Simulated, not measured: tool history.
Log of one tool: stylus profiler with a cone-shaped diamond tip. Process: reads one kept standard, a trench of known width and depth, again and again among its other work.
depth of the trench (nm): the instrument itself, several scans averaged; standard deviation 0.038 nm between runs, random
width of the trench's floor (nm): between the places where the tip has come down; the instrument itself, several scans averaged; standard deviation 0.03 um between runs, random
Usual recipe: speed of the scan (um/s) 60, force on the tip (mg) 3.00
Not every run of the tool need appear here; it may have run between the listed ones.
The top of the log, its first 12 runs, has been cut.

| run | hour | speed of the scan (um/s) | force on the tip (mg) | scans with this tip | hours of work since the height scale was calibrated | depth of the trench (nm) | width of the trench's floor (nm) |
|---|---|---|---|---|---|---|---|
| 13 | 199.6 | 60 | 3.00 | 3619 | 37 | 101.29 | 17580 |
| 14 | 213.2 | 60 | 3.00 | 3722 | 45 | 101.33 | 17500 |
| 15 | 228.0 | 60 | 3.00 | 3834 | 53 | 101.24 | 17500 |
| 16 | 240.5 | 157 | 3.00 | 3929 | 60 | 101.33 | 17110 |
|  | 255.1 | height scale calibrated on a step standard, once more |
| 17 | 257.3 | 49 | 7.97 | 4052 | 1 | 102.70 | 17720 |
| 18 | 268.8 | 49 | 7.97 | 4139 | 7 | 102.73 | 17720 |
| 19 | 281.2 | 68 | 3.04 | 4232 | 14 | 101.44 | 17460 |
| 20 | 291.3 | 68 | 3.04 | 4309 | 20 | 101.36 | 17460 |
| 21 | 311.1 | 43 | 1.85 | 4458 | 30 | 101.00 | 17610 |
| 22 | 323.4 | 43 | 1.85 | 4552 | 37 | 101.03 | 17530 |
| 23 | 337.7 | 43 | 1.85 | 4660 | 45 | 101.05 | 17530 |
| 24 | 357.9 | 65 | 2.92 | 4812 | 56 | 101.36 | 17540 |
| 25 | 375.8 | 203 | 6.28 | 4948 | 65 | 102.29 | 17090 |
| 26 | 395.0 | 97 | 3.43 | 5093 | 76 | 101.54 | 17410 |
| 27 | 413.5 | 180 | 3.59 | 5233 | 86 | 101.59 | 17020 |
| 28 | 427.0 | 180 | 3.59 | 5335 | 93 | 101.54 | 17020 |
| 29 | 443.0 | 23 | 5.73 | 5456 | 102 | 102.13 | 17690 |
| 30 | 458.7 | 51 | 4.51 | 5575 | 110 | 101.81 | 17560 |

Below are 3 alternative next runs, each starting from the tool's condition after run 30. Predict each:
| A | 475.3 | 107 | 3.28 | 5700 | 119 | ? | ? |
| B | 475.3 | 51 | 8.62 | 5700 | 119 | ? | ? |
| C | 475.3 | 50 | 2.43 | 5700 | 119 | ? | ? |

| run | depth of the trench (nm) | width of the trench's floor (nm) |
|---|---|---|
| A | 101.41 | 17300 |
| B | 102.81 | 17620 |
| C | 101.12 | 17490 |
With no hidden state in the tool, these same runs would have given:
| run | depth of the trench (nm) | width of the trench's floor (nm) |
|---|---|---|
| A | 101.42 | 17530 |
| B | 102.83 | 17850 |
| C | 101.13 | 17720 |
